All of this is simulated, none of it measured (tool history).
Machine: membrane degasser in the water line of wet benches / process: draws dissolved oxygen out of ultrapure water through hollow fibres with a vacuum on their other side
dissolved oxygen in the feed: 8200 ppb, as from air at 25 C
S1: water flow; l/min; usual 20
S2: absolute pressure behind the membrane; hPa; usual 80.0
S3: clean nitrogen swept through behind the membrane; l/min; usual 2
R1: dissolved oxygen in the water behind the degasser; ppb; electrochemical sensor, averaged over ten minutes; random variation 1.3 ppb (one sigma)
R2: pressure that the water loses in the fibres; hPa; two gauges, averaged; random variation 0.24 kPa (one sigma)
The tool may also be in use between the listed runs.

run 1 day=0.000 | S1=20 S2=80.0 S3=2 | R1=125.0 R2=643.0
run 2 day=2.229 | S1=20 S2=80.0 S3=2 | R1=127.0 R2=642.0
run 3 day=5.800 | S1=20 S2=80.0 S3=2 | R1=127.0 R2=640.8
run 4 day=8.579 | S1=20 S2=80.0 S3=2 | R1=127.3 R2=640.1
run 5 day=12.054 | S1=20 S2=80.0 S3=2 | R1=125.4 R2=641.5
run 6 day=15.467 | S1=20 S2=80.0 S3=2 | R1=127.5 R2=643.8
run 7 day=18.838 | S1=20 S2=80.0 S3=2 | R1=127.3 R2=640.6
run 8 day=21.375 | S1=20 S2=80.0 S3=2 | R1=126.5 R2=641.3
run 9 day=25.004 | S1=20 S2=80.0 S3=2 | R1=127.2 R2=641.8

For run 10, what comes out?
run 10 day=28.183 | S1=29 S2=98.6 S3=2 | R1=? R2=?

For run 10 the tool returned R1 247.5 ppb, R2 935.3 hPa.
With no hidden state in the tool, this same run would have given R1 247.1 ppb, R2 934.6 hPa.

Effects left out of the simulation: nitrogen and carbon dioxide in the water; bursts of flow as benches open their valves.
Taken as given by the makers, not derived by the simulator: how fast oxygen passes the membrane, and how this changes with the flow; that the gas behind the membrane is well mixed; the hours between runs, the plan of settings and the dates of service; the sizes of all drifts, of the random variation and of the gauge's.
